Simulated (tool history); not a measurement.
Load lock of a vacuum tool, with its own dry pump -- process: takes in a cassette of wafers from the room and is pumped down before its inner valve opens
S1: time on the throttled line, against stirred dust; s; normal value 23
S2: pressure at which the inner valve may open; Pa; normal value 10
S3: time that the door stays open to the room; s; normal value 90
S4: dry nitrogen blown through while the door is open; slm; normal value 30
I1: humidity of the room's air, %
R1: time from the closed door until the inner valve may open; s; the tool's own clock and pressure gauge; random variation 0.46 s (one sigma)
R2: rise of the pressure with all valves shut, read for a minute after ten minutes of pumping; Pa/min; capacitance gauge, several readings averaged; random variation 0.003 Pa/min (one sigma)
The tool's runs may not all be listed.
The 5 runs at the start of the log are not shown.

run	hour	S1	S2	S3	S4	I1	R1	R2
6	464.2	23	12	90	30	46.9	57	0.027
7	590.7	23	10	90	30	45	58.1	0.029
8	716.5	23	10	90	30	45.2	57.6	0.028
9	839.7	23	10	90	30	42.6	57.4	0.041
10	964.2	23	10	90	30	44.7	58.1	0.04
11	1068.5	23	10	28	30	47.5	58	0.035
12	1146.7	23	10	28	30	44.9	58.7	0.036
13	1235.5	23	10	90	13	43.6	57.7	0.057
14	1305.6	23	10	90	6	43.2	57.9	0.065
15	1423.9	23	15	90	30	46.2	55.7	0.057
16	1511.1	23	15	90	30	48.4	56.6	0.058
17	1608.1	21	10	90	30	44.8	55.9	0.058
18	1709.5	23	10	90	7	45.2	57.5	0.079
19	1794	23	10	90	20	46	57.8	0.07
20	1854.2	30	10	113	12	45.5	63.3	0.081
21	1966.2	23	8	90	30	45	59	0.071
22	2067.3	23	12	90	11	46	57.3	0.084
23	2183.7	18	10	90	14	48.9	54.7	0.089
24	2260.3	33	10	144	14	47	64.8	0.098
25	2337.8	33	10	122	5	43.6	65.6	0.107
26	2445.5	33	10	122	5	45.2	65.7	0.121
27	2563.8	22	19	152	9	46.8	54.6	0.122
28	2672.5	22	19	152	9	50	54.3	0.133
29	2793	22	19	152	9	46.2	54	0.127

Expected results for the next run?
30	2923.6	41	10	90	40	44.3	?	?

{"run 30": {"R1": 71, "R2": 0.107}}
With no hidden state in the tool, this same run would have given R1 69.9 s, R2 0.019 Pa/min.
